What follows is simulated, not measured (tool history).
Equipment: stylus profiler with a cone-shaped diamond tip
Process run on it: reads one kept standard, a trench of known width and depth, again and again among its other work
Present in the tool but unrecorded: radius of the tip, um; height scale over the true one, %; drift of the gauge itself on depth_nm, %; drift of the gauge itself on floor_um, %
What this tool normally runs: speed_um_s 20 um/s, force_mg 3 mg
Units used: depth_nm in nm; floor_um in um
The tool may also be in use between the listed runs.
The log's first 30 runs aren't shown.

run	day	speed_um_s	force_mg	scans with this tip	hours of work since the height scale was calibrated	depth_nm	floor_um
31	14.962	8	1.8	1631	268	100.77	48.43
32	15.279	8	1.31	1659	272	100.67	48.47
33	15.854	8	1.23	1709	280	100.64	48.45
34	16.404	59	4.05	1757	288	101.54	48.29
35	17.012	20	6.34	1810	297	102.05	48.38
36	17.3	20	6.34	1835	301	102.06	48.47
37	17.896	20	6.34	1887	310	102.04	48.47
38	18.304	20	6.34	1923	316	102.05	48.4
39	18.633	58	6.96	1952	320	102.14	48.31
40	18.996	20	5.31	1983	325	101.8	48.38
41	19.65	6	1.02	2040	335	100.49	48.46
42	20.088	22	8.02	2079	341	102.51	48.4

Estimate the outcome of run 43 from the log above:
43	20.375	7	6.83	2104	345	?	?

{"run 43": {"depth_nm": 102.14, "floor_um": 48.42}}
Had the tool carried no hidden state, the very same run would have given depth_nm 102.29 nm, floor_um 48.57 um.

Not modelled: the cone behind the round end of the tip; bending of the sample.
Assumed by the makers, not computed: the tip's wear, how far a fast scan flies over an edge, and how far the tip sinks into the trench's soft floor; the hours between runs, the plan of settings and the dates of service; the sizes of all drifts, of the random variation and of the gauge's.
